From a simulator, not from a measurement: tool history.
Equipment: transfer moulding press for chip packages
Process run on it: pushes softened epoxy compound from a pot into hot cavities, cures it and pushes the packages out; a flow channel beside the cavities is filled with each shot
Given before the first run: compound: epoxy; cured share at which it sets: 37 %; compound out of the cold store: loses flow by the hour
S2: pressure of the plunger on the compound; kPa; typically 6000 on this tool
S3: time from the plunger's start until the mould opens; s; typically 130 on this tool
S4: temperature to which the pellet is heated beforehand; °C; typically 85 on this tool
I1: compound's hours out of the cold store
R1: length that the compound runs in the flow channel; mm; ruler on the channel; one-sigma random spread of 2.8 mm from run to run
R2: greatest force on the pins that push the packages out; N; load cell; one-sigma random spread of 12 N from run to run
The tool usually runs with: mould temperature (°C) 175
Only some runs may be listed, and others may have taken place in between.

Run 1, hour 0.0: usual settings; I1 19.6. Result: R1 942 mm, R2 1160 N.
Run 2, hour 30.8: usual settings but S3 163 s; I1 18.6. Result: R1 945 mm, R2 915 N.
At hour 42.7: cavities cleaned with cleaning compound and waxed.
Run 3, hour 70.1: usual settings; I1 24.3. Result: R1 924 mm, R2 1070 N.
At hour 129.7: cavities cleaned with cleaning compound and waxed.
Run 4, hour 129.7: usual settings; I1 41.6. Result: R1 887 mm, R2 665 N.
Run 5, hour 170.6: usual settings but S3 151 s; I1 34.5. Result: R1 895 mm, R2 909 N.
At hour 215.8: cavities cleaned with cleaning compound and waxed.
Run 6, hour 219.4: usual settings but S3 151 s; I1 23.0. Result: R1 925 mm, R2 604 N.
Run 7, hour 264.7: usual settings but S3 151 s; I1 30.8. Result: R1 901 mm, R2 951 N.
At hour 301.4: cavities cleaned with cleaning compound and waxed.
Run 8, hour 301.4: usual settings but S3 151 s; I1 8.4. Result: R1 954 mm, R2 566 N.
At hour 329.0: plunger's sealing rings changed.
Run 9, hour 343.2: usual settings but S3 151 s; I1 41.8. Result: R1 900 mm, R2 872 N.
Run 10, hour 384.5: usual settings but S3 151 s; I1 27.7. Result: R1 929 mm, R2 1011 N.
At hour 389.9: cavities cleaned with cleaning compound and waxed.
Run 11, hour 438.4: usual settings but S3 151 s; I1 40.4. Result: R1 895 mm, R2 961 N.
At hour 477.2: cavities cleaned with cleaning compound and waxed.
Run 12, hour 483.7: usual settings but S3 151 s; I1 46.3. Result: R1 876 mm, R2 649 N.
Run 13, hour 508.8: usual settings but S3 151 s; I1 25.0. Result: R1 925 mm, R2 875 N.
Run 14, hour 534.3: usual settings but S3 151 s; I1 42.9. Result: R1 886 mm, R2 994 N.
At hour 563.3: cavities cleaned with cleaning compound and waxed.
Run 15, hour 566.1: usual settings but S3 151 s; I1 10.3. Result: R1 959 mm, R2 584 N.
At hour 597.0: mould's thermocouples calibrated.
Run 16, hour 597.0: usual settings but S3 151 s; I1 41.3. Result: R1 859 mm, R2 800 N.
Run 17, hour 642.1: usual settings but S3 142 s; I1 14.1. Result: R1 932 mm, R2 1059 N.
At hour 653.4: cavities cleaned with cleaning compound and waxed.
At hour 660.3: plunger's sealing rings changed.
Run 18, hour 687.6: usual settings but S3 142 s; I1 27.2. Result: R1 918 mm, R2 872 N.
Run 19, hour 712.5: usual settings but S3 142 s; I1 37.4. Result: R1 895 mm, R2 968 N.
At hour 742.3: cavities cleaned with cleaning compound and waxed.
Run 20, hour 754.6: usual settings but S3 142 s; I1 8.8. Result: R1 959 mm, R2 732 N.
Run 21, hour 790.1: usual settings but S3 142 s; I1 19.6. Result: R1 931 mm, R2 958 N.
Run 22, hour 819.6: usual settings but S2 5960 kPa, S3 137 s; I1 40.4. Result: R1 880 mm, R2 1072 N.
At hour 828.1: cavities cleaned with cleaning compound and waxed.
Run 23, hour 860.1: usual settings but S2 5960 kPa, S3 137 s; I1 30.3. Result: R1 901 mm, R2 919 N.
Run 24, hour 903.1: usual settings but S2 6620 kPa, S3 134 s, S4 90 °C; I1 30.2. Result: R1 947 mm, R2 1115 N.
At hour 913.8: cavities cleaned with cleaning compound and waxed.
Run 25, hour 949.9: usual settings but mould temperature (°C) 181, S2 6620 kPa, S3 128 s, S4 90 °C; I1 8.3. Result: R1 963 mm, R2 830 N.
At hour 989.5: plunger's sealing rings changed.
Run 26, hour 994.2: usual settings but S3 120 s; I1 19.2. Result: R1 945 mm, R2 1444 N.
At hour 1003.8: cavities cleaned with cleaning compound and waxed.
Run 27, hour 1050.1: usual settings but S3 120 s; I1 45.4. Result: R1 883 mm, R2 1273 N.
At hour 1092.5: cavities cleaned with cleaning compound and waxed.
Run 28, hour 1107.9: usual settings but mould temperature (°C) 171, S2 6850 kPa, S3 110 s; I1 27.3. Result: R1 1007 mm, R2 1730 N.

4 options for the next run, each taken on its own from the tool as it stands now. Forecast them:
Run A, hour 1145.9: usual settings but mould temperature (°C) 177, S2 6850 kPa, S3 110 s; I1 14.6. Result: R1 ?, R2 ?.
Run B, hour 1145.9: usual settings but mould temperature (°C) 171, S3 138 s, S4 93 °C; I1 31.6. Result: R1 ?, R2 ?.
Run C, hour 1145.9: usual settings but mould temperature (°C) 171; I1 23.7. Result: R1 ?, R2 ?.
Run D, hour 1145.9: usual settings but mould temperature (°C) 171, S2 6550 kPa, S3 110 s; I1 30.4. Result: R1 ?, R2 ?.

run   R1    R2
  A  996  1431
  B  923  1423
  C  949  1660
  D  971  2334
What these runs would have given with no unlogged condition in the tool:
run    R1    R2
  A  1005   709
  B   930   701
  C   956   812
  D   979  1159
